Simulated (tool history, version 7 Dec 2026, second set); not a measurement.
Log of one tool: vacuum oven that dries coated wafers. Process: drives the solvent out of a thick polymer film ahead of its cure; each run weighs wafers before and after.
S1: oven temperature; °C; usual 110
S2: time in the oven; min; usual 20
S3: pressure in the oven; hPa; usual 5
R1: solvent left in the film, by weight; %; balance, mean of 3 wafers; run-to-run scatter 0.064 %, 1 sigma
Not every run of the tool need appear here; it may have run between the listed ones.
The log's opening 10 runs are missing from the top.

run    hour   S1  S2     S3    R1
 11   568.5  114  20      5  3.04
 12   634.6  114  20      5  2.99
 13   680.6  114  20      5  2.99
 14   745.9  114  20      5  3.12
 15   820.8  114  20      5  3.03
 16   864.2  110  20      5  4.06
 17   938.7  110  20      5  4.05
 18   992.1  110  20      5  3.99
 19  1058.5  110  20      5  3.87
 20  1134.3  110  20  18.41  4.62
 21  1195.6  110  20  18.41  4.45
 22  1253.4  107  20  11.09  5.06
 23  1318.3  110  18  13.83  4.75
 24  1385.2  110  23      5  3.32
 25  1460.3  110  23   5.52  3.34
 26  1510.4  123  20    3.3  1.18
 27  1590.2  109  20  12.58   4.4
 28  1649.9   96  15  12.58   9.1
 29  1690.7   95  20  18.96  8.68
 30  1730.1  116  33      5  1.01
 31  1778.9  120  12  10.38  4.06

For run 32, what comes out?
 32  1836  122  10  2.56   ?

Run 32 measured R1 4.18 %.
Without the tool's hidden state the same run would have given R1 4.17 %.
